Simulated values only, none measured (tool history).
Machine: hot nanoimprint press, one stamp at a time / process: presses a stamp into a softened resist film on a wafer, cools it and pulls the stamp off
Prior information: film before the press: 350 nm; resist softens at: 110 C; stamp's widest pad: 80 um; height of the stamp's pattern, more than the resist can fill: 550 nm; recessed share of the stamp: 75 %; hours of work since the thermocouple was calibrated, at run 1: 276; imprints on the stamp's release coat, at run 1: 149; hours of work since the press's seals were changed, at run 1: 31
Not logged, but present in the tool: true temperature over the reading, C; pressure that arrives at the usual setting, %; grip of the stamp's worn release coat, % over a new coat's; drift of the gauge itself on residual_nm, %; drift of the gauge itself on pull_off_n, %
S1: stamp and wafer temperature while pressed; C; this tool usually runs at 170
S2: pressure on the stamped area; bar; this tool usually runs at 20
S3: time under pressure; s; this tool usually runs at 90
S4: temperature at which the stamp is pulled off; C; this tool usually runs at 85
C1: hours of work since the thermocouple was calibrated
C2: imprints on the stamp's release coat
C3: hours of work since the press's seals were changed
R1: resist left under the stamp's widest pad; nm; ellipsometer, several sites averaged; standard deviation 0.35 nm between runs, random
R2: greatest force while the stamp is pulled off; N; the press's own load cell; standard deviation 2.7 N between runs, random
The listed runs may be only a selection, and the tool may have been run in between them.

run,hour,S1,S2,S3,S4,C1,C2,C3,R1,R2
1,0,170,20,90,85,276,149,31,154.7,205
2,8.4,170,20,90,85,282,171,37,154.8,199
3,15,170,20,90,85,286,188,41,154.8,204
4,20.7,170,20,90,85,290,203,45,154.7,205
5,27.5,170,20,53,85,294,221,50,185.8,204
6,34.7,170,20,53,85,299,240,54,185.9,206
7,40.8,170,20,53,85,303,256,58,185.8,204
8,45.6,170,16.3,90,85,306,268,62,170.4,207
9,54.9,170,20,90,85,313,293,68,154.6,207
10,59.7,170,21.9,90,85,316,305,71,147.3,204
11,68.3,170,21.9,90,85,322,328,77,147.3,205
12,73.2,170,21.9,90,85,325,341,80,147.7,210
13,82.4,170,20,90,85,331,365,86,154.3,208
14,90.9,170,12.5,90,85,336,387,92,192.8,204
15,98.7,170,12.5,90,85,342,407,97,192.8,212
16,104.3,175,20,90,72,345,422,100,132.3,259
17,114.1,175,20,90,72,352,448,107,132.5,260
18,119.5,181,20.6,51,79,355,462,111,134.8,230
19,126.1,170,15.1,81,85,360,479,115,182.9,210
20,132.3,159,30.7,102,88,364,495,119,172.8,202
21,143,169,29,90,88,371,523,126,132.1,204
22,152.1,179,20,90,86,377,547,132,117.2,211
23,160.8,179,21.3,90,86,383,570,138,113.2,211
24,166.6,179,21.3,90,86,386,585,142,113.2,205
25,171.9,179,21.3,90,86,390,599,145,112.9,212
26,182,179,21.3,90,86,397,625,152,113.5,209
27,189.4,162,19.3,115,80,402,645,157,185.7,237

Predict each of these 4 candidate next runs independently; none follows another, all start after run 27:
A,199.1,175,27.3,88,85,408,670,163,?,?
B,199.1,174,20,90,90,408,670,163,?,?
C,199.1,170,12.4,47,83,408,670,163,?,?
D,199.1,170,30.5,153,75,408,670,163,?,?

run,R1,R2
A,112.9,217
B,136.6,196
C,233.2,224
D,100.8,257
With no hidden state in the tool, these same runs would have given:
run,R1,R2
A,114,198
B,138.2,178
C,235.5,204
D,101.8,233
